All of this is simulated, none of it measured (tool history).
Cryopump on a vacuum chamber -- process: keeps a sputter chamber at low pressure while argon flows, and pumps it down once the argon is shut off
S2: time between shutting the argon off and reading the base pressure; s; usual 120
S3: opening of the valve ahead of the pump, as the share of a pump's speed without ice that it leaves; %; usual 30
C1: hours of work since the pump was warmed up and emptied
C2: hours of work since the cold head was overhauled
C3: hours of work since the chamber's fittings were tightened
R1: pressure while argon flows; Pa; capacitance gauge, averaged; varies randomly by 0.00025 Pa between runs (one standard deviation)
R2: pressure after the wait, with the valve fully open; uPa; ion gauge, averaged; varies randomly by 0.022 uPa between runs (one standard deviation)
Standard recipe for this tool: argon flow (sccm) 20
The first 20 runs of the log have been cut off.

{"run": 21, "hour": 218.6, "argon flow (sccm)": 15, "S2": 25, "S3": 19, "C1": 352, "C2": 352, "C3": 903, "R1": 0.0681, "R2": 3.9}
{"run": 22, "hour": 232.6, "argon flow (sccm)": 27, "S2": 21, "S3": 45, "C1": 360, "C2": 360, "C3": 911, "R1": 0.0526, "R2": 4.22}
{"run": 23, "hour": 242.2, "argon flow (sccm)": 27, "S2": 21, "S3": 45, "C1": 365, "C2": 365, "C3": 916, "R1": 0.0522, "R2": 4.29}
{"run": 24, "hour": 248.9, "argon flow (sccm)": 20, "S2": 120, "S3": 32, "C1": 369, "C2": 369, "C3": 920, "R1": 0.0541, "R2": 2.2}
{"run": 25, "hour": 256.0, "argon flow (sccm)": 20, "S2": 120, "S3": 15, "C1": 373, "C2": 373, "C3": 924, "R1": 0.1148, "R2": 2.12}
{"run": 26, "hour": 268.3, "argon flow (sccm)": 20, "S2": 120, "S3": 15, "C1": 380, "C2": 380, "C3": 931, "R1": 0.115, "R2": 2.2}
{"run": 27, "hour": 277.9, "argon flow (sccm)": 40, "S2": 38, "S3": 30, "C1": 386, "C2": 386, "C3": 937, "R1": 0.1161, "R2": 3.13}
{"run": 28, "hour": 292.1, "argon flow (sccm)": 30, "S2": 103, "S3": 21, "C1": 394, "C2": 394, "C3": 945, "R1": 0.1236, "R2": 2.21}
{"run": 29, "hour": 298.7, "argon flow (sccm)": 30, "S2": 103, "S3": 21, "C1": 397, "C2": 397, "C3": 949, "R1": 0.1244, "R2": 2.29}
{"run": 30, "hour": 313.2, "argon flow (sccm)": 30, "S2": 103, "S3": 21, "C1": 406, "C2": 406, "C3": 957, "R1": 0.1239, "R2": 2.29}
{"run": 31, "hour": 325.3, "argon flow (sccm)": 30, "S2": 103, "S3": 21, "C1": 413, "C2": 413, "C3": 964, "R1": 0.1238, "R2": 2.37}
{"run": 32, "hour": 338.2, "argon flow (sccm)": 12, "S2": 77, "S3": 35, "C1": 420, "C2": 420, "C3": 971, "R1": 0.0297, "R2": 2.53}
{"run": 33, "hour": 351.0, "argon flow (sccm)": 28, "S2": 94, "S3": 49, "C1": 427, "C2": 427, "C3": 978, "R1": 0.0505, "R2": 2.44}
{"run": 34, "hour": 362.8, "argon flow (sccm)": 28, "S2": 64, "S3": 50, "C1": 434, "C2": 434, "C3": 985, "R1": 0.0494, "R2": 2.59}

Here are 4 independent what-if runs from the current tool condition. What would each one return?
{"run": "A", "hour": 376.1, "argon flow (sccm)": 16, "S2": 64, "S3": 50, "C1": 441, "C2": 441, "C3": 993, "R1": "?", "R2": "?"}
{"run": "B", "hour": 376.1, "argon flow (sccm)": 13, "S2": 64, "S3": 23, "C1": 441, "C2": 441, "C3": 993, "R1": "?", "R2": "?"}
{"run": "C", "hour": 376.1, "argon flow (sccm)": 16, "S2": 27, "S3": 18, "C1": 441, "C2": 441, "C3": 993, "R1": "?", "R2": "?"}
{"run": "D", "hour": 376.1, "argon flow (sccm)": 11, "S2": 253, "S3": 46, "C1": 441, "C2": 441, "C3": 993, "R1": "?", "R2": "?"}

run=A R1=0.0282 R2=2.75
run=B R1=0.0492 R2=2.63
run=C R1=0.0768 R2=3.96
run=D R1=0.0213 R2=2.12
Take away the tool's hidden state, keep each run's random variation, and the runs would have read:
run=A R1=0.0273 R2=0.99
run=B R1=0.0484 R2=0.94
run=C R1=0.0759 R2=2.19
run=D R1=0.0206 R2=0.39
